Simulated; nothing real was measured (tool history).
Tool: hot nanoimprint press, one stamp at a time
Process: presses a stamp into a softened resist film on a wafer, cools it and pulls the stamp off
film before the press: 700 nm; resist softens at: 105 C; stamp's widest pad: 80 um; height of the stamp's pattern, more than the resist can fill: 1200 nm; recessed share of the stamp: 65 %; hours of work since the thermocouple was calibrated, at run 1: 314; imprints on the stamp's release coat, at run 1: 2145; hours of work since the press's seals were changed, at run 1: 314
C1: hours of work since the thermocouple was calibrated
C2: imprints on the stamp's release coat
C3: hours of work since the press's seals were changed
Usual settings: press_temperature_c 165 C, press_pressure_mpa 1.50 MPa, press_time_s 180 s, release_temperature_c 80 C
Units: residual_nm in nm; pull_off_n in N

run 1 hour=0.0 | press_temperature_c=165 press_pressure_mpa=1.50 press_time_s=180 release_temperature_c=80 | C1=314 C2=2145 C3=314 | residual_nm=349.6 pull_off_n=273
run 2 hour=49.7 | press_temperature_c=165 press_pressure_mpa=1.50 press_time_s=180 release_temperature_c=80 | C1=347 C2=2319 C3=347 | residual_nm=357.2 pull_off_n=269
-- hour=83.4 stamp cleaned and given a new release coat
run 3 hour=148.3 | press_temperature_c=165 press_pressure_mpa=1.50 press_time_s=180 release_temperature_c=80 | C1=406 C2=227 C3=406 | residual_nm=356.1 pull_off_n=183
run 4 hour=216.9 | press_temperature_c=165 press_pressure_mpa=1.50 press_time_s=180 release_temperature_c=80 | C1=451 C2=467 C3=451 | residual_nm=355.7 pull_off_n=188
run 5 hour=312.9 | press_temperature_c=165 press_pressure_mpa=1.50 press_time_s=180 release_temperature_c=80 | C1=513 C2=803 C3=513 | residual_nm=362.1 pull_off_n=210
-- hour=342.7 plate thermocouple calibrated
run 6 hour=367.9 | press_temperature_c=165 press_pressure_mpa=1.50 press_time_s=180 release_temperature_c=80 | C1=16 C2=985 C3=546 | residual_nm=373.1 pull_off_n=216
run 7 hour=452.0 | press_temperature_c=166 press_pressure_mpa=1.50 press_time_s=180 release_temperature_c=80 | C1=71 C2=1279 C3=601 | residual_nm=355.2 pull_off_n=234
run 8 hour=512.3 | press_temperature_c=166 press_pressure_mpa=1.50 press_time_s=180 release_temperature_c=80 | C1=110 C2=1490 C3=640 | residual_nm=361.8 pull_off_n=252
run 9 hour=584.7 | press_temperature_c=166 press_pressure_mpa=0.93 press_time_s=180 release_temperature_c=80 | C1=156 C2=1743 C3=686 | residual_nm=430.9 pull_off_n=251
run 10 hour=628.8 | press_temperature_c=165 press_pressure_mpa=1.50 press_time_s=180 release_temperature_c=80 | C1=185 C2=1897 C3=715 | residual_nm=386.1 pull_off_n=257
run 11 hour=682.5 | press_temperature_c=165 press_pressure_mpa=1.50 press_time_s=180 release_temperature_c=80 | C1=220 C2=2085 C3=750 | residual_nm=385.9 pull_off_n=266
run 12 hour=723.8 | press_temperature_c=165 press_pressure_mpa=1.50 press_time_s=180 release_temperature_c=80 | C1=246 C2=2230 C3=776 | residual_nm=391.3 pull_off_n=281
-- hour=740.4 press's hydraulic seals changed and the load cell set to zero
-- hour=789.0 plate thermocouple calibrated, once more
-- hour=795.0 stamp cleaned and given a new release coat
run 13 hour=831.5 | press_temperature_c=165 press_pressure_mpa=1.50 press_time_s=180 release_temperature_c=80 | C1=24 C2=128 C3=53 | residual_nm=335.0 pull_off_n=169
run 14 hour=925.8 | press_temperature_c=165 press_pressure_mpa=1.50 press_time_s=180 release_temperature_c=80 | C1=84 C2=458 C3=114 | residual_nm=338.0 pull_off_n=191
run 15 hour=1011.9 | press_temperature_c=174 press_pressure_mpa=1.50 press_time_s=180 release_temperature_c=80 | C1=140 C2=759 C3=170 | residual_nm=197.4 pull_off_n=201
run 16 hour=1064.5 | press_temperature_c=174 press_pressure_mpa=1.50 press_time_s=180 release_temperature_c=80 | C1=174 C2=943 C3=204 | residual_nm=197.6 pull_off_n=208
run 17 hour=1123.3 | press_temperature_c=174 press_pressure_mpa=1.50 press_time_s=180 release_temperature_c=80 | C1=212 C2=1149 C3=242 | residual_nm=198.7 pull_off_n=219
run 18 hour=1200.0 | press_temperature_c=156 press_pressure_mpa=1.50 press_time_s=180 release_temperature_c=72 | C1=262 C2=1417 C3=291 | residual_nm=537.9 pull_off_n=279
run 19 hour=1268.8 | press_temperature_c=156 press_pressure_mpa=1.50 press_time_s=180 release_temperature_c=72 | C1=306 C2=1658 C3=336 | residual_nm=541.3 pull_off_n=284
run 20 hour=1320.4 | press_temperature_c=156 press_pressure_mpa=1.50 press_time_s=188 release_temperature_c=66 | C1=339 C2=1838 C3=369 | residual_nm=542.7 pull_off_n=323
run 21 hour=1416.9 | press_temperature_c=159 press_pressure_mpa=2.37 press_time_s=166 release_temperature_c=86 | C1=402 C2=2176 C3=431 | residual_nm=436.0 pull_off_n=224
-- hour=1488.0 stamp cleaned and given a new release coat
run 22 hour=1489.8 | press_temperature_c=159 press_pressure_mpa=2.37 press_time_s=166 release_temperature_c=86 | C1=445 C2=7 C3=475 | residual_nm=439.6 pull_off_n=147
run 23 hour=1573.3 | press_temperature_c=159 press_pressure_mpa=2.37 press_time_s=166 release_temperature_c=86 | C1=499 C2=299 C3=528 | residual_nm=447.0 pull_off_n=161
run 24 hour=1617.7 | press_temperature_c=159 press_pressure_mpa=2.37 press_time_s=166 release_temperature_c=86 | C1=528 C2=454 C3=557 | residual_nm=441.4 pull_off_n=168
-- hour=1625.5 plate thermocouple calibrated
run 25 hour=1661.7 | press_temperature_c=159 press_pressure_mpa=2.13 press_time_s=166 release_temperature_c=67 | C1=23 C2=598 C3=584 | residual_nm=422.8 pull_off_n=262
run 26 hour=1743.2 | press_temperature_c=159 press_pressure_mpa=2.13 press_time_s=166 release_temperature_c=67 | C1=76 C2=883 C3=636 | residual_nm=430.7 pull_off_n=269
run 27 hour=1832.1 | press_temperature_c=177 press_pressure_mpa=1.50 press_time_s=180 release_temperature_c=80 | C1=133 C2=1193 C3=694 | residual_nm=163.9 pull_off_n=222
run 28 hour=1918.0 | press_temperature_c=167 press_pressure_mpa=1.92 press_time_s=259 release_temperature_c=81 | C1=189 C2=1494 C3=749 | residual_nm=235.2 pull_off_n=226
-- hour=1977.5 press's hydraulic seals changed and the load cell set to zero
run 29 hour=1995.3 | press_temperature_c=165 press_pressure_mpa=1.96 press_time_s=180 release_temperature_c=80 | C1=234 C2=1736 C3=12 | residual_nm=297.0 pull_off_n=231

Measured less the same run without the tool's hidden state. The same run-to-run variation is in both; the gauge's scatter may not be:
The hidden state here: true temperature over the reading, C; pressure that arrives at the usual setting, %; grip of the stamp's worn release coat, % over a new coat's; drift of the gauge itself on residual_nm, %; drift of the gauge itself on pull_off_n, %.
run=1 residual_nm=+19.8 pull_off_n=+97
run=2 residual_nm=+22.0 pull_off_n=+101
run=3 residual_nm=+26.1 pull_off_n=+14
run=4 residual_nm=+28.6 pull_off_n=+23
run=5 residual_nm=+32.9 pull_off_n=+39
run=6 residual_nm=+45.3 pull_off_n=+48
run=7 residual_nm=+47.2 pull_off_n=+63
run=8 residual_nm=+50.1 pull_off_n=+75
run=9 residual_nm=+52.3 pull_off_n=+83
run=10 residual_nm=+57.0 pull_off_n=+91
run=11 residual_nm=+59.0 pull_off_n=+100
run=12 residual_nm=+61.4 pull_off_n=+110
run=13 residual_nm=+3.3 pull_off_n=+5
run=14 residual_nm=+7.0 pull_off_n=+19
run=15 residual_nm=+6.3 pull_off_n=+32
run=16 residual_nm=+7.7 pull_off_n=+40
run=17 residual_nm=+9.2 pull_off_n=+49
run=18 residual_nm=+17.8 pull_off_n=+74
run=19 residual_nm=+20.6 pull_off_n=+84
run=20 residual_nm=+23.1 pull_off_n=+103
run=21 residual_nm=+34.4 pull_off_n=+82
run=22 residual_nm=+38.0 pull_off_n=+6
run=23 residual_nm=+42.5 pull_off_n=+16
run=24 residual_nm=+43.9 pull_off_n=+21
run=25 residual_nm=+6.1 pull_off_n=+31
run=26 residual_nm=+10.2 pull_off_n=+45
run=27 residual_nm=+5.7 pull_off_n=+49
run=28 residual_nm=+12.5 pull_off_n=+60
run=29 residual_nm=+5.8 pull_off_n=+69

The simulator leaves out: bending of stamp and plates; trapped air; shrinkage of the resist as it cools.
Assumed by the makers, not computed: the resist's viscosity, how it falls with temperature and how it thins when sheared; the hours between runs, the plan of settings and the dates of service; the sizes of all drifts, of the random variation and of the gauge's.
